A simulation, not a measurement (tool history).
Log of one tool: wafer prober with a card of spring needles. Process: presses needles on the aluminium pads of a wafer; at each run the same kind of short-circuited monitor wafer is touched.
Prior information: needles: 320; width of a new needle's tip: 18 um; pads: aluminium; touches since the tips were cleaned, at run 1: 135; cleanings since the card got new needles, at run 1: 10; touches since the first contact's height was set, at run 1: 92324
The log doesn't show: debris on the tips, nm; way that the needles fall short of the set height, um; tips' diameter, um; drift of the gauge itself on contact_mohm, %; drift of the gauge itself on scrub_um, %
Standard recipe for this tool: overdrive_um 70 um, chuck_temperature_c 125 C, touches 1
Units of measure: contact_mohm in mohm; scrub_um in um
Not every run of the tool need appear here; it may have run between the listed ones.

run	day	overdrive_um	chuck_temperature_c	touches	touches since the tips were cleaned	cleanings since the card got new needles	touches since the first contact's height was set	contact_mohm	scrub_um
1	0	70	125	1	135	10	92324	215	16.41
2	0.308	70	125	3	4738	10	96927	225	16.27
# day 0.538: tips cleaned on abrasive film
3	0.546	70	125	3	129	11	100393	236	16.24
4	0.796	70	125	3	3807	11	104071	232	16.24
# day 1.092: tips cleaned on abrasive film
5	1.208	70	125	1	1780	12	110172	226	16.26
# day 1.292: tips cleaned on abrasive film, once more
6	1.538	70	125	2	3669	13	114977	236	16.23
# day 1.85: tips cleaned on abrasive film
7	1.933	70	125	2	1226	14	120774	215	16.28
8	2.254	70	125	1	5997	14	125545	256	16.15
# day 2.379: tips cleaned on abrasive film
9	2.575	70	80	1	2935	15	130275	234	16.15
10	2.804	70	80	1	6325	15	133665	255	16.14
# day 2.925: tips cleaned on abrasive film
11	3.017	70	125	1	1381	16	136741	223	16.14
12	3.433	70	125	1	7570	16	142930	264	16.13
# day 3.462: tips cleaned on abrasive film
13	3.658	70	125	1	2893	17	146227	242	16.1
14	3.888	70	125	1	6273	17	149607	259	16.17
# day 3.988: tips cleaned on abrasive film
# day 4: height of the first contact set anew
15	4.242	70	125	1	3598	18	3598	243	16.51
# day 4.529: tips cleaned on abrasive film
16	4.529	70	125	1	0	19	7801	213	16.53
17	4.833	70	125	1	4491	19	12292	246	16.36
# day 5.079: tips cleaned on abrasive film
18	5.292	70	66	1	3156	20	19041	231	16.47
# day 5.617: tips cleaned on abrasive film
19	5.654	53	42	1	572	21	24356	212	12.45
20	5.904	53	42	1	4288	21	28072	273	12.47
# day 6.162: tips cleaned on abrasive film
21	6.179	83	38	1	239	22	32090	187	19.44
22	6.379	51	69	2	3209	22	35060	246	11.95
23	6.617	51	69	2	6774	22	38625	267	11.97
# day 6.692: tips cleaned on abrasive film
24	6.954	51	69	2	3855	23	43523	253	11.94
# day 7.238: tips cleaned on abrasive film
25	7.288	51	69	2	764	24	48455	220	11.9
26	7.496	51	69	2	3813	24	51504	253	11.88
27	7.733	59	125	1	7394	24	55085	285	13.72
# day 7.779: tips cleaned on abrasive film
28	8.021	59	125	1	3574	25	59251	267	13.75
# day 8.304: tips cleaned on abrasive film
29	8.379	59	125	1	1106	26	64536	238	13.8
30	8.583	82	66	1	4107	26	67537	225	19.26
# day 8.846: tips cleaned on abrasive film
31	8.879	75	26	1	456	27	71868	194	17.47
32	9.229	78	121	3	5696	27	77108	221	18.21
# day 9.379: tips cleaned on abrasive film
33	9.596	78	77	2	3221	28	82481	217	18.14

Hidden state or all else? Some run-to-run changes of contact_mohm, split into what the settings, what came in and random variation would give without the hidden state, and what is left for the hidden state (with any gauge scatter that isn't in both results):
Run 7 -> 8: touches 2 -> 1. contact_mohm +41 mohm: hidden state +40, all else +1.
Run 19 -> 20: no setting changed, nothing entered. contact_mohm +61 mohm: hidden state +60, all else +1.
Run 20 -> 21: overdrive_um 53 -> 83, chuck_temperature_c 42 -> 38, tips cleaned on abrasive film. contact_mohm -86 mohm: hidden state -73, all else -13.
Run 21 -> 22: overdrive_um 83 -> 51, chuck_temperature_c 38 -> 69, touches 1 -> 2. contact_mohm +59 mohm: hidden state +37, all else +22.

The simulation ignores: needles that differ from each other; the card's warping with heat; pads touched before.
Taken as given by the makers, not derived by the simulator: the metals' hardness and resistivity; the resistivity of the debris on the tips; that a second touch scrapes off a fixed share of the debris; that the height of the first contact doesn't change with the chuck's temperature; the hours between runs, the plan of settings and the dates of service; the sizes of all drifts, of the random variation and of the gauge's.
